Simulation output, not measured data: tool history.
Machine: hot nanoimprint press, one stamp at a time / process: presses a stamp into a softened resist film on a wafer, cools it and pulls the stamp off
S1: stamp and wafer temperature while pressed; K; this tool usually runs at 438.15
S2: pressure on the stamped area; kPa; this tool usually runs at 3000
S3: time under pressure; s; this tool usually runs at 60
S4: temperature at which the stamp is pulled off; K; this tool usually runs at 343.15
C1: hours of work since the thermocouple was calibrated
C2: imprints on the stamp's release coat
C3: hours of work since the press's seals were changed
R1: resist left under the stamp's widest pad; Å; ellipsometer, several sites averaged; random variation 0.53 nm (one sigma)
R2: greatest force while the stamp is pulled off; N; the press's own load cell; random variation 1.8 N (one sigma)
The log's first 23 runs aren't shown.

run,hour,S1,S2,S3,S4,C1,C2,C3,R1,R2
# hour 213.5: stamp cleaned and given a new release coat
24,216.7,438.15,2940,72,333.15,242,8,169,980,245
25,230.1,438.15,2940,72,333.15,249,40,176,977,250
26,237.7,438.15,3000,60,337.15,253,58,180,1045,238
27,244.8,442.15,2500,90,343.15,257,75,184,779,225
28,250.8,435.15,1810,60,330.15,261,90,187,1526,248
29,262.7,435.15,1810,60,330.15,267,118,194,1539,251
30,269.3,431.15,3420,55,331.15,271,134,198,1484,250
31,282.0,431.15,2210,53,331.15,278,165,205,1763,253

Each row is a separate what-if for the run after 31, all from the same tool condition, not one after another. Results?
A,291.2,438.15,3000,60,347.15,283,187,210,?,?
B,291.2,435.15,3000,60,343.15,283,187,210,?,?
C,291.2,444.15,4520,60,343.15,283,187,210,?,?

run,R1,R2
A,1046,221
B,1252,228
C,601,229
The same runs, with their run-to-run variation unchanged, on a tool lacking any hidden condition would have given:
run,R1,R2
A,1007,221
B,1205,228
C,579,229
